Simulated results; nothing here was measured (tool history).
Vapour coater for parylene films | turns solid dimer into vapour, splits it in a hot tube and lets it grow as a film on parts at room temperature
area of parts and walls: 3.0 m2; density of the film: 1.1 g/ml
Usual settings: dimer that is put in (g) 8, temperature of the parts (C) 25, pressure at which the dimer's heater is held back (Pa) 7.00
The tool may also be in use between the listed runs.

run,hour,dimer that is put in (g),temperature of the parts (C),pressure at which the dimer's heater is held back (Pa),thickness of the film (µm)
1,0.0,8,25,7.00,1.15
2,15.3,8,25,7.00,1.15
3,28.9,8,25,7.00,1.19
4,44.4,8,25,7.00,1.16
5,55.4,8,25,7.00,1.15
6,64.4,8,25,7.00,1.17
7,82.0,8,25,7.00,1.16
8,93.3,8,25,7.00,1.17
9,106.5,8,25,4.64,1.22
10,119.3,8,25,4.64,1.23
11,129.4,8,20,7.00,1.36
12,141.5,8,20,7.00,1.35
13,155.6,8,20,7.00,1.32
14,164.0,8,20,7.00,1.35
15,171.4,8,20,7.00,1.32
16,188.3,8,20,2.92,1.51
17,203.0,8,20,2.92,1.52
18,213.1,8,20,2.92,1.48
19,229.1,8,20,2.92,1.50
20,240.5,8,20,2.92,1.50
21,254.2,8,25,3.18,1.31
22,261.8,8,25,3.18,1.29
23,278.9,8,25,3.18,1.31
24,295.4,8,25,7.00,1.15
25,303.8,8,25,8.92,1.13
26,316.0,8,36,7.00,0.86
27,326.7,8,36,7.00,0.86
28,340.1,4,20,4.63,0.71
29,349.5,4,25,4.48,0.62
30,362.0,4,25,4.48,0.62
31,373.4,4,25,4.48,0.60
32,388.7,6,26,5.81,0.88
33,396.3,6,26,5.81,0.86
34,408.6,6,26,5.81,0.89
35,422.4,4,28,5.81,0.55
36,434.8,4,28,5.81,0.57
37,450.6,4,28,5.81,0.57
38,465.0,5,25,2.58,0.86
39,475.8,6,19,2.86,1.16
40,489.5,13,21,4.22,2.23
41,499.1,4,20,9.04,0.65
42,510.6,12,21,3.83,2.13
43,520.1,4,29,5.38,0.55
44,531.9,4,29,2.62,0.61
45,545.0,3,25,7.00,0.46
46,555.7,4,25,8.93,0.56
47,568.3,4,25,8.93,0.55

Taken out of this log: 1 entry between the listed runs. Where each belongs, and how the hidden state differs across it:
Between runs 27 and 28: trap's valve overhauled (hour 331.6)
  vapour lost through the trap's worn valve, %: 0.5 -> 0
